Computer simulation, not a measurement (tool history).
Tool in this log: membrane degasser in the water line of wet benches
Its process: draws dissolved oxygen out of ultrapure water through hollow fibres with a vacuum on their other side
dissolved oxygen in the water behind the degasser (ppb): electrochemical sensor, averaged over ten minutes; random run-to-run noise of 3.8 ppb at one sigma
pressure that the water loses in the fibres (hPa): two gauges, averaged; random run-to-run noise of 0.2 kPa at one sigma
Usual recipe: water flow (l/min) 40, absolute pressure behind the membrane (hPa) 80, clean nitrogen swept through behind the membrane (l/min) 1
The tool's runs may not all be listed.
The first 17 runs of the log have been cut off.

run,hour,water flow (l/min),absolute pressure behind the membrane (hPa),clean nitrogen swept through behind the membrane (l/min),dissolved oxygen in the water behind the degasser (ppb),pressure that the water loses in the fibres (hPa)
18,2556,53,83,0.68,666.8,657.2
19,2656.8,33,63.2,1.66,149.5,407.2
20,2825.4,31,124.3,1.23,501.2,383.7
21,2958,31,124.3,1.23,499.8,381.8
22,3074.9,40,83,1.65,285.8,498.2
23,3257.6,28,155.6,1,702.2,347.7
24,3445.8,40,103.8,0.87,637.2,497.9
25,3600.3,38,60.3,1.18,213.4,477.3
26,3690,38,60.3,1.18,216.3,472.2
27,3787.7,38,87.5,0.47,725.5,472
28,3901.5,38,87.5,0.47,731.7,475.2
29,4065.2,38,87.5,0.47,737.2,477.7
# hour 4118.2: seals of the vacuum lines changed
30,4251.9,24,123.8,0.74,593.7,297.9
31,4406.6,24,123.8,0.74,598.4,300.8

Here are 5 independent what-if runs from the current tool condition. What would each one return?
# hour 4540.4: membrane cartridge changed
A,4555.3,45,59.1,1.48,?,?
# hour 4540.4: membrane cartridge changed
B,4555.3,52,52.4,1.18,?,?
# hour 4540.4: membrane cartridge changed
C,4555.3,41,80,1.02,?,?
# hour 4540.4: membrane cartridge changed
D,4555.3,24,56.1,1.49,?,?
# hour 4540.4: membrane cartridge changed
E,4555.3,24,77.3,1.04,?,?

run,dissolved oxygen in the water behind the degasser (ppb),pressure that the water loses in the fibres (hPa)
A,199.8,524.4
B,221.6,601.2
C,407.2,476.7
D,96.8,279.6
E,234.6,277.5
Stripped of hidden state, with their random variation kept, the same runs would have yielded:
run,dissolved oxygen in the water behind the degasser (ppb),pressure that the water loses in the fibres (hPa)
A,186.5,524.4
B,203.5,601.2
C,390.7,476.7
D,88.8,279.5
E,223.9,277.5
